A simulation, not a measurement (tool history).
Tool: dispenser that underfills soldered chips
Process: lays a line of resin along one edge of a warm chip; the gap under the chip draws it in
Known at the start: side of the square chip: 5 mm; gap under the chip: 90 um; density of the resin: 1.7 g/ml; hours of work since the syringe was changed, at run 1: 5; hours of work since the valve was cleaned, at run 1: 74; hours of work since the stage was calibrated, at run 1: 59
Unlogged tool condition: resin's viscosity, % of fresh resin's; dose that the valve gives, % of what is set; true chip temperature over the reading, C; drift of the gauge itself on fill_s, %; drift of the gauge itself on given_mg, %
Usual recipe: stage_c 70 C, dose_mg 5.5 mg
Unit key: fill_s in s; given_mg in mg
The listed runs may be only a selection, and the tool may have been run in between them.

run   hour  stage_c  dose_mg  hours of work since the syringe was changed  hours of work since the valve was cleaned  hours of work since the stage was calibrated  fill_s  given_mg
  1      0       70      5.5                                            5                                         74                                            59    16.1      5.19
       0.9  -- new syringe of resin
  2    3.1       58      5.5                                            1                                         76                                            61    18.5      5.15
  3    6.1       58      5.5                                            3                                         78                                            63    21.1      5.19
      10.6  -- new syringe of resin
  4     11       58     5.71                                            0                                         80                                            65    17.1      5.32
  5   14.9       58     5.71                                            3                                         83                                            68    21.1      5.37
  6   18.6       58     5.71                                            5                                         85                                            70    24.3      5.35
      20.2  -- new syringe of resin
  7   22.6       70      6.9                                            1                                         87                                            72    11.8      6.41
  8   24.7       70      6.9                                            3                                         89                                            74    12.6      6.47
  9   27.4       82      5.5                                            4                                         90                                            75    10.1      5.16
      30.1  -- dispensing valve cleaned and set on the balance
      30.7  -- new syringe of resin
 10   31.6       82      5.5                                            1                                          1                                            77     6.3       5.5
 11   35.1       70     6.32                                            3                                          3                                            79      12      6.36
 12   39.1       70     6.32                                            5                                          5                                            82    15.6       6.3
      40.4  -- new syringe of resin
 13   41.5       70     6.32                                            1                                          7                                            83    11.2      6.28
 14     46       70     6.32                                            3                                          9                                            86    13.3      6.29
      50.2  -- new syringe of resin
 15   50.5       64      5.5                                            0                                         12                                            88    13.4      5.47
 16   54.1       64      5.5                                            2                                         14                                            90    15.4      5.49
 17   56.5       64      5.5                                            4                                         16                                            92    17.5      5.46
      59.8  -- new syringe of resin
 18   61.4       70      5.5                                            1                                         18                                            95    10.8      5.41
 19   64.9       77     7.11                                            3                                         21                                            97    10.1      7.07
 20   68.3       62     4.75                                            5                                         23                                            99    21.6      4.62
      69.3  -- new syringe of resin
 21   71.9       77     6.48                                            2                                         25                                           101     8.7      6.39
 22   74.9       77     6.48                                            3                                         26                                           103    10.2      6.42
 23   76.8       77     6.48                                            5                                         28                                           104    11.6      6.39
        79  -- new syringe of resin
 24   79.1       73     5.92                                            0                                         29                                           105     9.6       5.8
 25     81       55     6.71                                            1                                         30                                           106    20.1      6.58
 26   83.5       69     6.35                                            3                                         31                                           108    13.4      6.19
 27   87.5       81     4.84                                            5                                         34                                           110    10.2      4.77
      88.5  -- new syringe of resin
 28   90.2       81     4.84                                            1                                         35                                           112     7.6      4.75
 29   93.6       81     4.84                                            3                                         37                                           114     9.4      4.73
 30   96.6       78     6.48                                            5                                         39                                           116    10.9      6.37
      97.9  -- new syringe of resin
 31   98.9       78     6.48                                            1                                         41                                           117       8      6.27
 32  101.6       78     5.43                                            2                                         42                                           118     9.6      5.26
 33  106.1       70      6.5                                            5                                         45                                           121    14.1      6.32
     107.5  -- new syringe of resin
 34  109.1       60     6.41                                            1                                         47                                           123    16.1      6.21
 35  112.9       81     6.93                                            3                                         49                                           125     8.3      6.73
 36  115.9       81     6.93                                            5                                         51                                           127     9.7      6.66

For each run, the measured value with the value that run would have given without the tool's hidden condition subtracted. The run-to-run variation is shared by both, the gauge scatter possibly not:
run  fill_s  given_mg
  1    +5.2      -0.3
  2    +1.6     -0.32
  3    +4.3     -0.32
  4    +0.4     -0.35
  5    +3.8     -0.36
  6    +7.6     -0.37
  7    +1.1     -0.45
  8    +2.3     -0.45
  9    +2.7     -0.37
 10    +0.1     +0.01
 11    +1.9        +0
 12    +4.5        +0
 13    +0.3     -0.01
 14    +2.7     -0.02
 15    -0.1     -0.04
 16    +2.2     -0.04
 17      +4     -0.04
 18    +0.7     -0.06
 19      +2     -0.08
 20      +7     -0.07
 21      +1      -0.1
 22    +2.3     -0.11
 23    +3.2     -0.11
 24    -0.2      -0.1
 25    +1.4     -0.12
 26    +2.3     -0.13
 27    +3.3     -0.11
 28    +0.5     -0.11
 29    +1.9     -0.12
 30    +3.3     -0.16
 31    +0.3     -0.17
 32    +1.4     -0.15
 33    +4.5     -0.19
 34    +0.8      -0.2
 35    +1.7     -0.22
 36      +3     -0.23

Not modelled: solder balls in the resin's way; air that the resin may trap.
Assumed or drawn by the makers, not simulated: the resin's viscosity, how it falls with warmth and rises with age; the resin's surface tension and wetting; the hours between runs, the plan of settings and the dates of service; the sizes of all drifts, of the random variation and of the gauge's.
